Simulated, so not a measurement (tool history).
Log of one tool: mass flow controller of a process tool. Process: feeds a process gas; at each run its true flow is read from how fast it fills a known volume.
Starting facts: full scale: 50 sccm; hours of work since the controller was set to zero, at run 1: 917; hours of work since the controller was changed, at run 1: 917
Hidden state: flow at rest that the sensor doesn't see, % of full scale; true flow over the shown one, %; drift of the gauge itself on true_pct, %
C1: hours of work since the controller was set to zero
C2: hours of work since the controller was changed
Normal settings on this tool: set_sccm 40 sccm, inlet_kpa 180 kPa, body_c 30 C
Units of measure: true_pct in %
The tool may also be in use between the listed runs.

Run 1, day 0.000: usual settings; C1 917; C2 917. Result: true_pct 99.84 %.
Run 2, day 4.962: usual settings; C1 980; C2 980. Result: true_pct 99.84 %.
Run 3, day 11.500: usual settings; C1 1062; C2 1062. Result: true_pct 99.94 %.
Run 4, day 17.021: usual settings; C1 1131; C2 1131. Result: true_pct 99.91 %.
Run 5, day 21.179: usual settings; C1 1183; C2 1183. Result: true_pct 100.01 %.
Run 6, day 27.512: usual settings but body_c 25 C; C1 1263; C2 1263. Result: true_pct 100.21 %.
Run 7, day 34.650: usual settings but inlet_kpa 278 kPa; C1 1352; C2 1352. Result: true_pct 99.71 %.
Run 8, day 41.754: usual settings but inlet_kpa 278 kPa, body_c 33 C; C1 1442; C2 1442. Result: true_pct 99.48 %.
Run 9, day 47.538: usual settings but inlet_kpa 278 kPa, body_c 33 C; C1 1514; C2 1514. Result: true_pct 99.57 %.
Run 10, day 51.346: usual settings but inlet_kpa 278 kPa, body_c 33 C; C1 1562; C2 1562. Result: true_pct 99.50 %.
Run 11, day 59.238: usual settings but inlet_kpa 278 kPa, body_c 33 C; C1 1661; C2 1661. Result: true_pct 99.55 %.
Run 12, day 63.796: usual settings but inlet_kpa 171 kPa, body_c 33 C; C1 1718; C2 1718. Result: true_pct 100.05 %.
Run 13, day 68.317: usual settings but inlet_kpa 171 kPa, body_c 33 C; C1 1775; C2 1775. Result: true_pct 99.93 %.
Run 14, day 76.171: usual settings but inlet_kpa 171 kPa, body_c 33 C; C1 1874; C2 1874. Result: true_pct 100.13 %.
Run 15, day 83.867: usual settings but inlet_kpa 171 kPa, body_c 33 C; C1 1970; C2 1970. Result: true_pct 100.08 %.
Run 16, day 90.112: usual settings; C1 2049; C2 2049. Result: true_pct 100.15 %.
Run 17, day 97.308: usual settings but inlet_kpa 155 kPa, body_c 23 C; C1 2139; C2 2139. Result: true_pct 100.69 %.
Run 18, day 101.525: usual settings but set_sccm 10 sccm, inlet_kpa 155 kPa, body_c 23 C; C1 2192; C2 2192. Result: true_pct 100.70 %.
Run 19, day 105.204: usual settings but set_sccm 7 sccm, inlet_kpa 223 kPa; C1 2238; C2 2238. Result: true_pct 100.27 %.
Run 20, day 108.846: usual settings but inlet_kpa 257 kPa; C1 2284; C2 2284. Result: true_pct 99.95 %.
Run 21, day 116.596: usual settings but set_sccm 14 sccm, inlet_kpa 204 kPa, body_c 28 C; C1 2381; C2 2381. Result: true_pct 100.20 %.
Run 22, day 122.517: usual settings but body_c 37 C; C1 2456; C2 2456. Result: true_pct 99.87 %.
Run 23, day 126.900: usual settings but inlet_kpa 185 kPa, body_c 37 C; C1 2511; C2 2511. Result: true_pct 99.81 %.
Run 24, day 130.212: usual settings but inlet_kpa 230 kPa, body_c 31 C; C1 2552; C2 2552. Result: true_pct 100.18 %.
Run 25, day 137.075: usual settings but set_sccm 28 sccm, inlet_kpa 179 kPa, body_c 31 C; C1 2638; C2 2638. Result: true_pct 100.18 %.
Run 26, day 140.475: usual settings but set_sccm 28 sccm, inlet_kpa 179 kPa, body_c 31 C; C1 2681; C2 2681. Result: true_pct 100.19 %.
Run 27, day 147.808: usual settings but set_sccm 28 sccm, inlet_kpa 179 kPa, body_c 31 C; C1 2773; C2 2773. Result: true_pct 100.12 %.
Run 28, day 151.825: usual settings but set_sccm 28 sccm, inlet_kpa 179 kPa, body_c 31 C; C1 2824; C2 2824. Result: true_pct 100.26 %.
Run 29, day 155.317: usual settings but set_sccm 27 sccm, body_c 22 C; C1 2868; C2 2868. Result: true_pct 100.68 %.
Run 30, day 160.092: usual settings but set_sccm 27 sccm, body_c 22 C; C1 2928; C2 2928. Result: true_pct 100.72 %.
Run 31, day 167.696: usual settings but set_sccm 6 sccm, inlet_kpa 216 kPa; C1 3023; C2 3023. Result: true_pct 100.88 %.
Run 32, day 172.775: usual settings but set_sccm 6 sccm, inlet_kpa 216 kPa; C1 3087; C2 3087. Result: true_pct 100.85 %.

Branching from run 32: 5 alternative next runs. What would each branch give?
Run A, day 177.704: usual settings but set_sccm 32 sccm, body_c 24 C; C1 3149; C2 3149. Result: true_pct ?.
Run B, day 177.704: usual settings but set_sccm 32 sccm, body_c 39 C; C1 3149; C2 3149. Result: true_pct ?.
Run C, day 177.704: usual settings but set_sccm 38 sccm, inlet_kpa 216 kPa; C1 3149; C2 3149. Result: true_pct ?.
Run D, day 177.704: usual settings but set_sccm 12 sccm, inlet_kpa 159 kPa, body_c 36 C; C1 3149; C2 3149. Result: true_pct ?.
Run E, day 177.704: usual settings but set_sccm 6 sccm, inlet_kpa 146 kPa; C1 3149; C2 3149. Result: true_pct ?.

run  true_pct
  A    100.66
  B     99.95
  C    100.32
  D    100.47
  E    101.15
With the hidden condition removed and each run's random variation left untouched, the same runs would have given:
run  true_pct
  A     99.81
  B     99.10
  C     99.51
  D     99.19
  E     99.21
